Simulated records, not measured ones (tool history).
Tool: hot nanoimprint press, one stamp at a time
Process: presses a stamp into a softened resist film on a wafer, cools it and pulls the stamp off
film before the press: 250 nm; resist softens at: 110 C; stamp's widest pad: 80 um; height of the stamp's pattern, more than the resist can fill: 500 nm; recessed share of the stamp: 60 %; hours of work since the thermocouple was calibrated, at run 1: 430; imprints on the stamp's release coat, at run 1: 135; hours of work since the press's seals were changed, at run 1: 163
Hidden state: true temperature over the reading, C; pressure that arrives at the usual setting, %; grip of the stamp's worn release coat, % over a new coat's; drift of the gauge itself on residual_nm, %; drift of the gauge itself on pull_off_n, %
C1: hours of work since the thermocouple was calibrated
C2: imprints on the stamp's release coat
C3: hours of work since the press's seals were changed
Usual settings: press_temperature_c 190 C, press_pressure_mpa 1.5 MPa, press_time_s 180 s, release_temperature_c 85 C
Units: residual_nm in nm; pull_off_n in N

run 1 hour=0 | press_temperature_c=190 press_pressure_mpa=1.5 press_time_s=180 release_temperature_c=85 | C1=430 C2=135 C3=163 | residual_nm=126.2 pull_off_n=105
run 2 hour=12.1 | press_temperature_c=190 press_pressure_mpa=1.5 press_time_s=180 release_temperature_c=85 | C1=439 C2=190 C3=172 | residual_nm=125.2 pull_off_n=105
-- hour=16.2 plate thermocouple calibrated
run 3 hour=28.5 | press_temperature_c=190 press_pressure_mpa=1.5 press_time_s=180 release_temperature_c=85 | C1=9 C2=251 C3=182 | residual_nm=125 pull_off_n=106
run 4 hour=40.3 | press_temperature_c=190 press_pressure_mpa=1.5 press_time_s=92 release_temperature_c=85 | C1=18 C2=306 C3=191 | residual_nm=155.1 pull_off_n=105
run 5 hour=51.9 | press_temperature_c=190 press_pressure_mpa=1.5 press_time_s=92 release_temperature_c=85 | C1=27 C2=358 C3=200 | residual_nm=155.7 pull_off_n=106
run 6 hour=65 | press_temperature_c=190 press_pressure_mpa=1.5 press_time_s=92 release_temperature_c=85 | C1=37 C2=418 C3=210 | residual_nm=155.2 pull_off_n=107
run 7 hour=78.3 | press_temperature_c=190 press_pressure_mpa=1.5 press_time_s=92 release_temperature_c=85 | C1=47 C2=479 C3=220 | residual_nm=154.9 pull_off_n=105
run 8 hour=88.7 | press_temperature_c=190 press_pressure_mpa=1.5 press_time_s=92 release_temperature_c=85 | C1=55 C2=526 C3=228 | residual_nm=153.7 pull_off_n=105
run 9 hour=99.4 | press_temperature_c=187 press_pressure_mpa=1.5 press_time_s=92 release_temperature_c=85 | C1=63 C2=576 C3=236 | residual_nm=170.1 pull_off_n=107
-- hour=108.8 stamp cleaned and given a new release coat
run 10 hour=119.3 | press_temperature_c=187 press_pressure_mpa=1.5 press_time_s=92 release_temperature_c=85 | C1=74 C2=48 C3=246 | residual_nm=169.2 pull_off_n=105
run 11 hour=134 | press_temperature_c=187 press_pressure_mpa=1.5 press_time_s=92 release_temperature_c=85 | C1=85 C2=115 C3=258 | residual_nm=168 pull_off_n=106
run 12 hour=146.7 | press_temperature_c=190 press_pressure_mpa=1.5 press_time_s=180 release_temperature_c=85 | C1=94 C2=173 C3=267 | residual_nm=124.7 pull_off_n=106
run 13 hour=154.5 | press_temperature_c=190 press_pressure_mpa=1.5 press_time_s=180 release_temperature_c=85 | C1=100 C2=209 C3=273 | residual_nm=125.8 pull_off_n=106
run 14 hour=167.6 | press_temperature_c=190 press_pressure_mpa=1.5 press_time_s=180 release_temperature_c=85 | C1=110 C2=269 C3=283 | residual_nm=125.3 pull_off_n=104
run 15 hour=178.6 | press_temperature_c=190 press_pressure_mpa=1.5 press_time_s=180 release_temperature_c=85 | C1=118 C2=319 C3=291 | residual_nm=123.7 pull_off_n=107
run 16 hour=192.8 | press_temperature_c=181 press_pressure_mpa=1.5 press_time_s=180 release_temperature_c=80 | C1=129 C2=384 C3=302 | residual_nm=172.1 pull_off_n=108
run 17 hour=208.2 | press_temperature_c=190 press_pressure_mpa=0.91 press_time_s=98 release_temperature_c=74 | C1=141 C2=454 C3=314 | residual_nm=181.1 pull_off_n=114
run 18 hour=216 | press_temperature_c=187 press_pressure_mpa=0.91 press_time_s=159 release_temperature_c=74 | C1=147 C2=490 C3=320 | residual_nm=175.1 pull_off_n=115
run 19 hour=225.8 | press_temperature_c=187 press_pressure_mpa=1.86 press_time_s=159 release_temperature_c=83 | C1=154 C2=535 C3=327 | residual_nm=133.9 pull_off_n=106
run 20 hour=233.8 | press_temperature_c=190 press_pressure_mpa=1.86 press_time_s=159 release_temperature_c=83 | C1=160 C2=571 C3=333 | residual_nm=118.1 pull_off_n=109
-- hour=244.7 stamp cleaned and given a new release coat
run 21 hour=248.8 | press_temperature_c=190 press_pressure_mpa=1.86 press_time_s=159 release_temperature_c=83 | C1=167 C2=18 C3=340 | residual_nm=117.6 pull_off_n=108
run 22 hour=259.7 | press_temperature_c=184 press_pressure_mpa=1.5 press_time_s=180 release_temperature_c=83 | C1=175 C2=68 C3=348 | residual_nm=156.8 pull_off_n=107
run 23 hour=271.6 | press_temperature_c=190 press_pressure_mpa=1.5 press_time_s=105 release_temperature_c=84 | C1=184 C2=123 C3=357 | residual_nm=147.2 pull_off_n=106
run 24 hour=278.8 | press_temperature_c=190 press_pressure_mpa=1.06 press_time_s=261 release_temperature_c=78 | C1=190 C2=156 C3=363 | residual_nm=129.7 pull_off_n=110
run 25 hour=288.3 | press_temperature_c=190 press_pressure_mpa=1.06 press_time_s=261 release_temperature_c=91 | C1=197 C2=199 C3=370 | residual_nm=130.1 pull_off_n=103
run 26 hour=299.3 | press_temperature_c=197 press_pressure_mpa=1.84 press_time_s=180 release_temperature_c=85 | C1=205 C2=250 C3=378 | residual_nm=85.9 pull_off_n=108
run 27 hour=306 | press_temperature_c=197 press_pressure_mpa=1.84 press_time_s=180 release_temperature_c=85 | C1=211 C2=280 C3=383 | residual_nm=85.6 pull_off_n=105

Run 28 comes next. What will it give?
run 28 hour=319.6 | press_temperature_c=199 press_pressure_mpa=1.84 press_time_s=182 release_temperature_c=85 | C1=221 C2=342 C3=394 | residual_nm=? pull_off_n=?

residual_nm: 78.1 nm
pull_off_n: 105 N
Without the tool's hidden state the same run would have given residual_nm 78 nm, pull_off_n 105 N.
